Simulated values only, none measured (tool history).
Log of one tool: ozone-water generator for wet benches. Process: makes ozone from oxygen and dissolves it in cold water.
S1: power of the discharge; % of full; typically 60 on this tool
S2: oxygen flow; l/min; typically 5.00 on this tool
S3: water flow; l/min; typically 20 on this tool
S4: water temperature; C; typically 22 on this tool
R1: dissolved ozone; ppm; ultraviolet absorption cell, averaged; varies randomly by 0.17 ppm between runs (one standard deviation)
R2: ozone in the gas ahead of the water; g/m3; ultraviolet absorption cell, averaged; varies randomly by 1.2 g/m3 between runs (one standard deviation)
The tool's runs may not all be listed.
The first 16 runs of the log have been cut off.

run    hour  S1    S2  S3  S4    R1     R2
 17  1814.7  48  5.00  20  22  19.1  186.8
 18  1940.5  48  5.00  20  22  19.2  186.1
 19  2044.0  46  5.00  20  22  18.5  180.4
 20  2184.7  65  5.03  16  24  28.5  236.0
 21  2355.5  70  5.55  20  22  26.4  242.4
 22  2450.0  70  5.55  20  22  26.4  242.6
 23  2613.6  66  5.14  31  22  16.3  237.3
 24  2692.3  44  7.24  20  22  18.3  149.4
 25  2863.7  70  5.55  24  19  23.5  242.0
 26  2978.6  60  2.87  20  22  20.5  276.3
 27  3070.5  60  2.87  20  22  20.7  273.7
 28  3167.9  60  2.87  20  22  20.4  274.5
 29  3298.2  60  8.33  20  16  26.6  181.2
 30  3453.0  60  8.33  20  19  25.5  180.1
 31  3586.4  60  8.33  20  19  25.3  181.3
 32  3746.3  60  5.00  32  22  14.8  220.4
 33  3846.7  60  2.91  32  22  12.6  272.5
 34  3998.2  55  3.92  20  22  20.7  224.2

Each row is a separate what-if for the run after 34, all from the same tool condition, not one after another. Results?
     4088.1  -- contactor cleaned
  A  4153.7  75  3.92  20  18   ?   ?
     4088.1  -- contactor cleaned
  B  4153.7  55  3.92  20  19   ?   ?
     4088.1  -- contactor cleaned
  C  4153.7  55  5.44  14  22   ?   ?

run    R1     R2
  A  27.7  292.9
  B  21.7  224.9
  C  28.7  198.7
The same runs, with their run-to-run variation unchanged, on a tool lacking any hidden condition would have given:
run    R1     R2
  A  27.8  300.2
  B  21.7  230.4
  C  28.7  203.6

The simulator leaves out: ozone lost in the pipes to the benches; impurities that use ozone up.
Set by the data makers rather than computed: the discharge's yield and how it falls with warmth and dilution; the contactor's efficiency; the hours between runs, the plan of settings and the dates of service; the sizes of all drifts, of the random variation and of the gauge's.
